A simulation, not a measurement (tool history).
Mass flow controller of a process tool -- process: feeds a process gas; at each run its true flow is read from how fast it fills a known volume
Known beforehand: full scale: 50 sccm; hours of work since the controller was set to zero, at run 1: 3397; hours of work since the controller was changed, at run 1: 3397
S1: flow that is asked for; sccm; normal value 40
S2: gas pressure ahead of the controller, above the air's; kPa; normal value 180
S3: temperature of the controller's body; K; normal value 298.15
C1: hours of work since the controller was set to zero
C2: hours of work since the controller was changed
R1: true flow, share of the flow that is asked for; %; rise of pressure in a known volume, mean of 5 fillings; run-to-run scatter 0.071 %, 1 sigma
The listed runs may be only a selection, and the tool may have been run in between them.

run	day	S1	S2	S3	C1	C2	R1
1	0.000	40	180	298.15	3397	3397	100.86
2	8.029	40	180	298.15	3474	3474	100.77
3	13.662	40	180	298.15	3528	3528	100.79
4	24.162	40	180	297.15	3628	3628	100.69
5	34.608	40	180	301.15	3728	3728	101.31
6	43.492	47	180	298.15	3813	3813	100.99
7	50.558	47	180	298.15	3881	3881	100.97
8	58.788	47	180	298.15	3960	3960	101.08
9	69.658	47	180	302.15	4064	4064	101.54
10	79.279	47	180	302.15	4156	4156	101.61
11	84.638	47	180	302.15	4208	4208	101.65
12	93.962	47	180	302.15	4297	4297	101.65
13	104.529	47	180	302.15	4398	4398	101.76
14	109.617	47	180	302.15	4447	4447	101.63
15	116.338	47	217	302.15	4511	4511	101.90
16	127.375	47	217	302.15	4617	4617	101.83
17	138.379	21	194	298.15	4723	4723	101.16
# day 139.467: controller's zero set anew
18	146.400	10	157	298.15	66	4799	102.40
19	156.458	10	143	295.15	163	4896	101.96
20	161.117	8	233	301.15	207	4940	103.70
21	166.671	8	233	301.15	261	4993	103.81
22	178.133	30	249	296.15	370	5103	101.55
23	187.554	40	211	311.15	461	5194	103.05
# day 188.146: controller's zero set anew, once more
24	193.158	40	211	311.15	48	5247	102.46
25	202.158	5	180	298.15	134	5333	100.24
26	210.892	5	180	298.15	218	5417	100.30
27	219.029	40	231	298.15	296	5495	101.33
28	229.129	21	211	299.15	393	5592	100.78
29	233.796	40	180	294.15	437	5636	100.70

5 options for the next run, each taken on its own from the tool as it stands now. Forecast them:
A	239.429	33	180	298.15	491	5690	?
B	239.429	40	221	294.15	491	5690	?
C	239.429	40	180	294.15	491	5690	?
D	239.429	11	196	308.15	491	5690	?
E	239.429	34	273	300.15	491	5690	?

run	R1
A	100.89
B	100.71
C	100.66
D	101.62
E	101.48
Without the tool's unlogged condition, the same runs would have read:
run	R1
A	99.48
B	99.32
C	99.26
D	100.03
E	100.07
